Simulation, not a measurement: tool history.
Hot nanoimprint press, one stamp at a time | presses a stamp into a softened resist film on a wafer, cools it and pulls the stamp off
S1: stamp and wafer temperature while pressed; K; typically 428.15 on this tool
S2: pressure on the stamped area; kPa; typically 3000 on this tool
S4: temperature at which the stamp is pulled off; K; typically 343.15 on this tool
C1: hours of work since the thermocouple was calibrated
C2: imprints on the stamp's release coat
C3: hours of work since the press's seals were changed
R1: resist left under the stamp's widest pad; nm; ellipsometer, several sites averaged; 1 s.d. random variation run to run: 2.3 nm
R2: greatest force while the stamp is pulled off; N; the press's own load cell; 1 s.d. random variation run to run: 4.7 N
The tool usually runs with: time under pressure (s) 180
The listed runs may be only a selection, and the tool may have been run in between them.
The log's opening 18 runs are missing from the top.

{"run": 19, "hour": 146.8, "S1": 436.15, "S2": 3000, "time under pressure (s)": 127, "S4": 343.15, "C1": 428, "C2": 1852, "C3": 75, "R1": 321.8, "R2": 233}
{"run": 20, "hour": 157.8, "S1": 436.15, "S2": 3000, "time under pressure (s)": 127, "S4": 343.15, "C1": 433, "C2": 1888, "C3": 80, "R1": 323.9, "R2": 236}
{"run": 21, "hour": 162.7, "S1": 417.15, "S2": 3000, "time under pressure (s)": 127, "S4": 339.15, "C1": 435, "C2": 1904, "C3": 82, "R1": 570.0, "R2": 248}
{"run": 22, "hour": 171.6, "S1": 428.15, "S2": 4710, "time under pressure (s)": 180, "S4": 343.15, "C1": 439, "C2": 1933, "C3": 86, "R1": 303.7, "R2": 230}
{"hour": 180.6, "done": "stamp cleaned and given a new release coat"}
{"run": 23, "hour": 186.7, "S1": 419.15, "S2": 4710, "time under pressure (s)": 180, "S4": 333.15, "C1": 443, "C2": 20, "C3": 90, "R1": 425.2, "R2": 271}
{"run": 24, "hour": 197.3, "S1": 419.15, "S2": 4390, "time under pressure (s)": 180, "S4": 333.15, "C1": 447, "C2": 55, "C3": 94, "R1": 437.4, "R2": 260}
{"run": 25, "hour": 205.6, "S1": 428.15, "S2": 3870, "time under pressure (s)": 180, "S4": 343.15, "C1": 451, "C2": 81, "C3": 98, "R1": 336.4, "R2": 236}
{"run": 26, "hour": 211.9, "S1": 428.15, "S2": 3870, "time under pressure (s)": 180, "S4": 343.15, "C1": 453, "C2": 102, "C3": 100, "R1": 338.1, "R2": 232}
{"run": 27, "hour": 223.2, "S1": 428.15, "S2": 3000, "time under pressure (s)": 138, "S4": 344.15, "C1": 458, "C2": 138, "C3": 105, "R1": 407.7, "R2": 230}
{"run": 28, "hour": 228.9, "S1": 428.15, "S2": 3000, "time under pressure (s)": 138, "S4": 344.15, "C1": 460, "C2": 157, "C3": 108, "R1": 413.7, "R2": 223}
{"run": 29, "hour": 236.8, "S1": 428.15, "S2": 4750, "time under pressure (s)": 260, "S4": 343.15, "C1": 464, "C2": 183, "C3": 111, "R1": 261.8, "R2": 228}
{"run": 30, "hour": 242.7, "S1": 428.15, "S2": 4750, "time under pressure (s)": 260, "S4": 343.15, "C1": 466, "C2": 202, "C3": 114, "R1": 263.3, "R2": 230}

3 ways to go on from here, each from the tool as it stands after run 30. What would each give?
{"run": "A", "hour": 252.1, "S1": 428.15, "S2": 3000, "time under pressure (s)": 124, "S4": 336.15, "C1": 470, "C2": 232, "C3": 117, "R1": "?", "R2": "?"}
{"run": "B", "hour": 252.1, "S1": 424.15, "S2": 3000, "time under pressure (s)": 164, "S4": 343.15, "C1": 470, "C2": 232, "C3": 117, "R1": "?", "R2": "?"}
{"run": "C", "hour": 252.1, "S1": 420.15, "S2": 4750, "time under pressure (s)": 260, "S4": 343.15, "C1": 470, "C2": 232, "C3": 117, "R1": "?", "R2": "?"}

run=A R1=420.8 R2=249
run=B R1=446.2 R2=229
run=C R1=364.8 R2=228
Had the tool no hidden state, the same runs would have come out as:
run=A R1=419.8 R2=249
run=B R1=445.1 R2=229
run=C R1=363.6 R2=228

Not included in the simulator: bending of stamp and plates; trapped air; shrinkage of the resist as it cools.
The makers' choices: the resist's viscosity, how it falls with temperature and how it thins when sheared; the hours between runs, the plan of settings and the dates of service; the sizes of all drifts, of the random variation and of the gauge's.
